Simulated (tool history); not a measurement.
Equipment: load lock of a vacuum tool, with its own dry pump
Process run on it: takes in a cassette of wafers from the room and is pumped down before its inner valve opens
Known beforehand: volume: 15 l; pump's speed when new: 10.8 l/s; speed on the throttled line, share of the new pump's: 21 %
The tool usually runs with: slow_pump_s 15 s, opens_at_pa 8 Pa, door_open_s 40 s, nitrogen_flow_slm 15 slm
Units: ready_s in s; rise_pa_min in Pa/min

run	day	slow_pump_s	opens_at_pa	door_open_s	nitrogen_flow_slm	incoming humidity of the room's air, %	ready_s	rise_pa_min
1	0	15	8	40	15	44.7	25.5	0.072
2	7.329	15	8	40	15	41.6	25.5	0.079
3	15.879	15	8	40	15	46.3	25.7	0.082
4	23.512	15	8	40	15	43.6	25.7	0.081
5	28.279	15	8	40	12	44.6	25.7	0.09
6	33.65	15	8	40	12	42.9	25.6	0.082
7	42.812	15	8	40	12	48.9	25.7	0.092
8	51.262	15	8	40	15	49.5	26	0.094
9	58.171	15	8	40	33	45.4	25.9	0.079
10	63.879	15	8	40	33	42.9	25.7	0.072
11	70.888	15	8	40	33	43.8	25.5	0.081
12	80.771	15	8	36	9	48.3	25.7	0.114
13	88.754	25	8	65	9	42.9	33.4	0.124
14	99.512	21	14	200	4	39.9	29.8	0.199
15	105.508	25	14	125	9	46.3	32.5	0.168
16	115.171	25	9	125	23	43.4	33.4	0.137
17	120.621	17	8	77	15	43.9	27.6	0.13
18	130.908	17	8	77	15	41.7	27.3	0.129
19	140.308	17	14	75	15	45.5	26.3	0.144
20	148.429	15	8	40	36	48.4	25.7	0.107

Consider 3 possible next runs. They are alternatives, not a sequence: every one starts from the tool as it was left by run 20. What does each give?
A	157.892	15	12	175	4	42.4	?	?
B	157.892	15	12	40	14	44.4	?	?
C	157.892	15	8	173	36	46.4	?	?

run	ready_s	rise_pa_min
A	25	0.222
B	25.3	0.129
C	25.7	0.144
Without the tool's unlogged condition, the same runs would have read:
run	ready_s	rise_pa_min
A	24.4	0.149
B	24.6	0.056
C	25.1	0.072

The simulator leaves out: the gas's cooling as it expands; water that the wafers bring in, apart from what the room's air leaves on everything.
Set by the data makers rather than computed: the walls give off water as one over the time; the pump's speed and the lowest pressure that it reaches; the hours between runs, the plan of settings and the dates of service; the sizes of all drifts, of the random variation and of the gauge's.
